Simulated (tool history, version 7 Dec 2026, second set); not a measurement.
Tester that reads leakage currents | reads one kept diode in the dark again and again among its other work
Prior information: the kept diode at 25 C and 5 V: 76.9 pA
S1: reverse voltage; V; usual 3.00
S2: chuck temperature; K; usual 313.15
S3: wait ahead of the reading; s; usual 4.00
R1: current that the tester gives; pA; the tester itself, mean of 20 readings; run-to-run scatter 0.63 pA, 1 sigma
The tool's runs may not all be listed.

run 1 hour=0.0 | S1=3.00 S2=313.15 S3=4.00 | R1=209.26
run 2 hour=69.2 | S1=3.00 S2=313.15 S3=4.00 | R1=208.94
run 3 hour=127.8 | S1=3.00 S2=313.15 S3=1.06 | R1=209.30
run 4 hour=164.5 | S1=3.00 S2=313.15 S3=4.00 | R1=208.58
run 5 hour=241.6 | S1=3.00 S2=313.15 S3=4.00 | R1=208.21
run 6 hour=307.2 | S1=3.00 S2=313.15 S3=8.27 | R1=207.66
run 7 hour=353.2 | S1=3.00 S2=313.15 S3=8.27 | R1=207.44
run 8 hour=388.8 | S1=3.00 S2=313.15 S3=4.00 | R1=206.36
run 9 hour=443.3 | S1=3.00 S2=313.15 S3=4.00 | R1=206.32
run 10 hour=481.4 | S1=3.00 S2=313.15 S3=4.00 | R1=207.42
run 11 hour=549.7 | S1=3.00 S2=313.15 S3=4.00 | R1=206.04
run 12 hour=624.4 | S1=6.59 S2=313.15 S3=4.00 | R1=294.22
run 13 hour=679.1 | S1=3.00 S2=313.15 S3=3.87 | R1=205.56
run 14 hour=720.1 | S1=3.00 S2=313.15 S3=3.87 | R1=205.68
run 15 hour=791.7 | S1=3.00 S2=313.15 S3=3.87 | R1=205.65
-- hour=799.0 probe card cleaned and baked
run 16 hour=871.2 | S1=3.00 S2=313.15 S3=3.87 | R1=207.04
run 17 hour=939.7 | S1=3.00 S2=312.15 S3=3.30 | R1=192.68
run 18 hour=985.5 | S1=2.03 S2=313.15 S3=0.44 | R1=174.81
run 19 hour=1048.1 | S1=2.03 S2=313.15 S3=0.36 | R1=173.79
run 20 hour=1099.5 | S1=2.03 S2=308.15 S3=0.36 | R1=119.40
-- hour=1175.1 probe card cleaned and baked, once more
run 21 hour=1175.1 | S1=2.03 S2=308.15 S3=0.36 | R1=114.20
run 22 hour=1249.3 | S1=3.00 S2=313.15 S3=0.45 | R1=199.12
run 23 hour=1296.0 | S1=3.00 S2=313.15 S3=0.45 | R1=199.14
run 24 hour=1376.6 | S1=3.00 S2=321.15 S3=1.25 | R1=358.67
run 25 hour=1439.8 | S1=1.25 S2=300.15 S3=1.25 | R1=47.20
run 26 hour=1514.0 | S1=1.25 S2=300.15 S3=1.25 | R1=47.11
run 27 hour=1565.9 | S1=3.00 S2=295.15 S3=4.49 | R1=45.29
-- hour=1589.8 chuck's temperature calibrated
run 28 hour=1625.8 | S1=3.00 S2=295.15 S3=4.49 | R1=48.58
run 29 hour=1691.6 | S1=3.00 S2=328.15 S3=6.09 | R1=622.25
run 30 hour=1771.9 | S1=2.76 S2=326.15 S3=0.53 | R1=521.98

Here are 5 independent what-if runs from the current tool condition. What would each one return?
run A hour=1804.6 | S1=19.47 S2=323.15 S3=0.34 | R1=?
run B hour=1804.6 | S1=1.44 S2=300.15 S3=4.00 | R1=?
run C hour=1804.6 | S1=15.41 S2=311.15 S3=0.53 | R1=?
run D hour=1804.6 | S1=3.75 S2=326.15 S3=0.53 | R1=?
run E hour=1804.6 | S1=6.27 S2=326.15 S3=3.21 | R1=?

run=A R1=1003.06
run=B R1=53.21
run=C R1=372.87
run=D R1=598.58
run=E R1=741.05
Without the tool's unlogged condition, the same runs would have read:
run=A R1=1006.45
run=B R1=53.35
run=C R1=370.73
run=D R1=604.27
run=E R1=747.39
